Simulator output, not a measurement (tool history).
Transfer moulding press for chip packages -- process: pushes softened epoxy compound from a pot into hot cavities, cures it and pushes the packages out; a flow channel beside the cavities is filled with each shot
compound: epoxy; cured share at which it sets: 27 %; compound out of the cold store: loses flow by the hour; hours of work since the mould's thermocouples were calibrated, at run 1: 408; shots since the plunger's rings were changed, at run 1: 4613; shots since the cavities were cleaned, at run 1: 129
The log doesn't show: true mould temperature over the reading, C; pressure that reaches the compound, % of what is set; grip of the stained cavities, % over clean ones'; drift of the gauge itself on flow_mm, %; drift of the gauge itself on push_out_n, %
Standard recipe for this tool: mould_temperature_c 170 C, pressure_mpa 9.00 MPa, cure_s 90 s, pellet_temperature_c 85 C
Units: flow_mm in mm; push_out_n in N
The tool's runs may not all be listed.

| run | hour | mould_temperature_c | pressure_mpa | cure_s | pellet_temperature_c | hours of work since the mould's thermocouples were calibrated | shots since the plunger's rings were changed | shots since the cavities were cleaned | incoming compound's hours out of the cold store | flow_mm | push_out_n |
|---|---|---|---|---|---|---|---|---|---|---|---|
| 1 | 0.0 | 170 | 9.00 | 90 | 85 | 408 | 4613 | 129 | 13.5 | 545 | 403 |
| 2 | 27.8 | 170 | 9.00 | 90 | 85 | 430 | 5039 | 555 | 26.3 | 504 | 420 |
|  | 34.2 | cavities cleaned with cleaning compound and waxed |
| 3 | 73.4 | 170 | 10.37 | 90 | 85 | 464 | 5713 | 600 | 42.7 | 489 | 418 |
|  | 77.9 | cavities cleaned with cleaning compound and waxed |
| 4 | 104.1 | 170 | 9.00 | 90 | 85 | 487 | 6161 | 402 | 34.6 | 480 | 418 |
|  | 112.0 | plunger's sealing rings changed |
|  | 124.5 | cavities cleaned with cleaning compound and waxed |
| 5 | 145.0 | 170 | 9.00 | 90 | 85 | 517 | 482 | 313 | 29.4 | 490 | 413 |
|  | 168.6 | cavities cleaned with cleaning compound and waxed |
| 6 | 187.4 | 170 | 9.00 | 90 | 85 | 549 | 1107 | 286 | 8.8 | 554 | 435 |
|  | 213.3 | cavities cleaned with cleaning compound and waxed |
| 7 | 224.2 | 170 | 7.60 | 90 | 85 | 577 | 1648 | 166 | 22.1 | 472 | 417 |
|  | 256.4 | cavities cleaned with cleaning compound and waxed |
| 8 | 267.3 | 170 | 7.60 | 90 | 85 | 609 | 2285 | 168 | 30.3 | 450 | 403 |
|  | 299.0 | cavities cleaned with cleaning compound and waxed |
| 9 | 308.7 | 170 | 7.60 | 90 | 85 | 641 | 2895 | 148 | 33.0 | 442 | 408 |
|  | 343.5 | cavities cleaned with cleaning compound and waxed |
| 10 | 346.3 | 170 | 9.00 | 90 | 94 | 669 | 3448 | 42 | 27.9 | 493 | 431 |
|  | 387.3 | cavities cleaned with cleaning compound and waxed |
| 11 | 392.6 | 170 | 9.00 | 90 | 87 | 705 | 4134 | 81 | 24.4 | 513 | 411 |
|  | 431.2 | cavities cleaned with cleaning compound and waxed |
| 12 | 431.4 | 170 | 9.00 | 90 | 87 | 734 | 4705 | 4 | 36.3 | 472 | 395 |
| 13 | 452.8 | 170 | 9.00 | 90 | 81 | 751 | 5031 | 330 | 15.6 | 539 | 418 |
|  | 473.7 | cavities cleaned with cleaning compound and waxed |
| 14 | 482.9 | 170 | 7.23 | 107 | 89 | 774 | 5469 | 140 | 28.2 | 443 | 372 |
| 15 | 508.0 | 170 | 7.23 | 107 | 89 | 793 | 5854 | 525 | 28.5 | 442 | 376 |
|  | 514.9 | mould's thermocouples calibrated |
|  | 520.7 | cavities cleaned with cleaning compound and waxed |
|  | 540.0 | plunger's sealing rings changed |
| 16 | 557.3 | 170 | 7.23 | 107 | 89 | 30 | 264 | 521 | 12.8 | 493 | 402 |
|  | 567.0 | cavities cleaned with cleaning compound and waxed |
| 17 | 583.6 | 170 | 8.03 | 121 | 85 | 50 | 645 | 255 | 23.7 | 483 | 385 |
|  | 609.9 | cavities cleaned with cleaning compound and waxed |
| 18 | 620.3 | 170 | 8.68 | 90 | 77 | 78 | 1182 | 158 | 23.5 | 504 | 434 |
|  | 654.4 | cavities cleaned with cleaning compound and waxed |
| 19 | 666.7 | 170 | 9.76 | 97 | 85 | 113 | 1870 | 189 | 9.6 | 579 | 392 |
|  | 697.3 | cavities cleaned with cleaning compound and waxed |
| 20 | 715.7 | 170 | 9.00 | 90 | 77 | 150 | 2597 | 281 | 21.9 | 512 | 446 |
|  | 739.8 | cavities cleaned with cleaning compound and waxed |
| 21 | 739.8 | 173 | 9.00 | 114 | 76 | 168 | 2943 | 0 | 26.5 | 499 | 376 |
|  | 783.8 | cavities cleaned with cleaning compound and waxed |
| 22 | 788.3 | 172 | 8.75 | 90 | 78 | 205 | 3662 | 69 | 47.8 | 429 | 380 |
|  | 826.1 | cavities cleaned with cleaning compound and waxed |
| 23 | 827.1 | 172 | 8.75 | 90 | 78 | 235 | 4233 | 15 | 14.1 | 528 | 385 |
| 24 | 865.8 | 172 | 8.75 | 90 | 78 | 265 | 4826 | 608 | 24.1 | 500 | 398 |
|  | 870.0 | cavities cleaned with cleaning compound and waxed |
| 25 | 894.6 | 174 | 8.44 | 89 | 77 | 287 | 5244 | 377 | 24.8 | 489 | 393 |

Predict each of these 3 candidate next runs independently; none follows another, all start after run 25:
|  | 915.9 | cavities cleaned with cleaning compound and waxed |
| A | 936.0 | 171 | 8.44 | 89 | 77 | 318 | 5854 | 307 | 46.9 | ? | ? |
|  | 915.9 | cavities cleaned with cleaning compound and waxed |
| B | 936.0 | 163 | 8.44 | 89 | 81 | 318 | 5854 | 307 | 39.3 | ? | ? |
|  | 915.9 | cavities cleaned with cleaning compound and waxed |
| C | 936.0 | 165 | 8.44 | 125 | 93 | 318 | 5854 | 307 | 24.2 | ? | ? |

| run | flow_mm | push_out_n |
|---|---|---|
| A | 430 | 389 |
| B | 466 | 585 |
| C | 506 | 388 |
With no hidden state in the tool, these same runs would have given:
| run | flow_mm | push_out_n |
|---|---|---|
| A | 430 | 385 |
| B | 467 | 581 |
| C | 507 | 385 |
